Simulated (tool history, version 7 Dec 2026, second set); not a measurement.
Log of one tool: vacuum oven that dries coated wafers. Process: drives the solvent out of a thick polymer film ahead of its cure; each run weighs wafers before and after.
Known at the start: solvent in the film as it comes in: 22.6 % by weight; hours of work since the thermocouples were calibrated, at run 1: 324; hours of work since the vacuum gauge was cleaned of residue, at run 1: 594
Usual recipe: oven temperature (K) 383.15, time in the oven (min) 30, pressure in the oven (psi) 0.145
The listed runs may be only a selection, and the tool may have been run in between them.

| run | hour | oven temperature (K) | time in the oven (min) | pressure in the oven (psi) | hours of work since the thermocouples were calibrated | hours of work since the vacuum gauge was cleaned of residue | solvent left in the film (%) |
|---|---|---|---|---|---|---|---|
| 1 | 0 | 383.15 | 30 | 0.145 | 324 | 594 | 1.79 |
| 2 | 40.5 | 383.15 | 30 | 0.145 | 341 | 611 | 1.79 |
| 3 | 101.1 | 383.15 | 30 | 0.145 | 366 | 637 | 1.81 |
| 4 | 163.5 | 383.15 | 30 | 0.145 | 393 | 663 | 1.79 |
| 5 | 208.3 | 383.15 | 30 | 0.145 | 411 | 682 | 1.79 |
| 6 | 237.3 | 383.15 | 30 | 0.145 | 423 | 694 | 1.78 |
| 7 | 298.7 | 383.15 | 30 | 0.145 | 449 | 719 | 1.77 |
| 8 | 338.1 | 378.15 | 30 | 0.145 | 466 | 736 | 2.73 |
| 9 | 396.1 | 378.15 | 30 | 0.145 | 490 | 760 | 2.73 |
| 10 | 423.8 | 378.15 | 30 | 0.145 | 501 | 772 | 2.74 |
| 11 | 484.7 | 378.15 | 39 | 0.428 | 527 | 797 | 2.57 |
| 12 | 522.9 | 373.15 | 39 | 0.103 | 543 | 813 | 2.48 |
| 13 | 557.4 | 383.15 | 32 | 0.389 | 557 | 828 | 2.24 |
| 14 | 598.8 | 383.15 | 32 | 0.389 | 575 | 845 | 2.19 |
| 15 | 643.8 | 383.15 | 32 | 0.389 | 594 | 864 | 2.21 |
| 16 | 697.8 | 383.15 | 36 | 0.389 | 616 | 886 | 1.88 |
| 17 | 744.4 | 391.15 | 36 | 0.389 | 636 | 906 | 1.07 |
| 18 | 801.4 | 385.15 | 52 | 0.338 | 659 | 930 | 1.01 |
| 19 | 855.9 | 385.15 | 52 | 0.338 | 682 | 953 | 1.03 |

Below are 3 alternative next runs, each starting from the tool's condition after run 19. Predict each:
| A | 916.5 | 377.15 | 35 | 0.312 | 708 | 978 | ? |
| B | 916.5 | 369.15 | 35 | 0.141 | 708 | 978 | ? |
| C | 916.5 | 373.15 | 52 | 0.338 | 708 | 978 | ? |

| run | solvent left in the film (%) |
|---|---|
| A | 2.78 |
| B | 4.17 |
| C | 2.28 |
Without the tool's hidden state the same runs would have given:
| run | solvent left in the film (%) |
|---|---|
| A | 2.78 |
| B | 4.17 |
| C | 2.28 |
